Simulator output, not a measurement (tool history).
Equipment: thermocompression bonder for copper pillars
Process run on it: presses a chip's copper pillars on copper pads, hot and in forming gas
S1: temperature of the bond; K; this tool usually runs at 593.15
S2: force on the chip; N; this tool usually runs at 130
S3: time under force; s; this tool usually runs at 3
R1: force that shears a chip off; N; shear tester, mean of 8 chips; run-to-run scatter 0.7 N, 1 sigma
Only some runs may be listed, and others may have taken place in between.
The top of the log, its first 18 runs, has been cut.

run      day      S1   S2  S3    R1
 19   52.042  593.15  130   2  41.9
 20   55.575  593.15  130   2  41.5
 21   57.542  620.15  130   4  66.8
 22   59.075  620.15  102   4    56
      60.467  -- forming gas filter changed
 23   62.796  611.15   98   2  38.6
 24    66.45  611.15   98   2  38.9
 25   68.312  593.15   86   5  41.6
 26   71.304  593.15  144   4  59.2
 27   74.654  587.15  142   3  50.8
      75.442  -- heater calibrated with a thermocouple chip
 28   78.412  598.15  131   4  58.2
      79.088  -- force cell calibrated
      79.108  -- forming gas filter changed
 29   80.742  613.15  112   4  57.5
 30   82.804  599.15  130   3  51.2
 31     84.4  599.15  130   3    52
 32   86.712  599.15  130   3    51
 33   90.329  588.15   83   8    47
 34   94.062  564.15  130   2  31.9
 35   97.283  564.15  130   2  31.5
      97.617  -- forming gas filter changed
 36  100.058  601.15  130   4  60.2
 37  103.371  601.15  130   4  59.4
 38  106.654  593.15  141   3  53.2
 39  109.038  589.15  182   2  53.3

Forecast each of these 4 alternatives for the next run:
     111.538  -- heater calibrated with a thermocouple chip
  A  112.225  589.15  182   8   ?
     111.538  -- heater calibrated with a thermocouple chip
  B  112.225  615.15  103   4   ?
     111.538  -- heater calibrated with a thermocouple chip
  C  112.225  591.15   88   8   ?
     111.538  -- heater calibrated with a thermocouple chip
  D  112.225  581.15  120   2   ?

run    R1
  A  85.4
  B  53.1
  C  49.7
  D  33.5
Stripped of hidden state, with their random variation kept, the same runs would have yielded:
run    R1
  A  85.8
  B  53.3
  C  49.9
  D  33.7
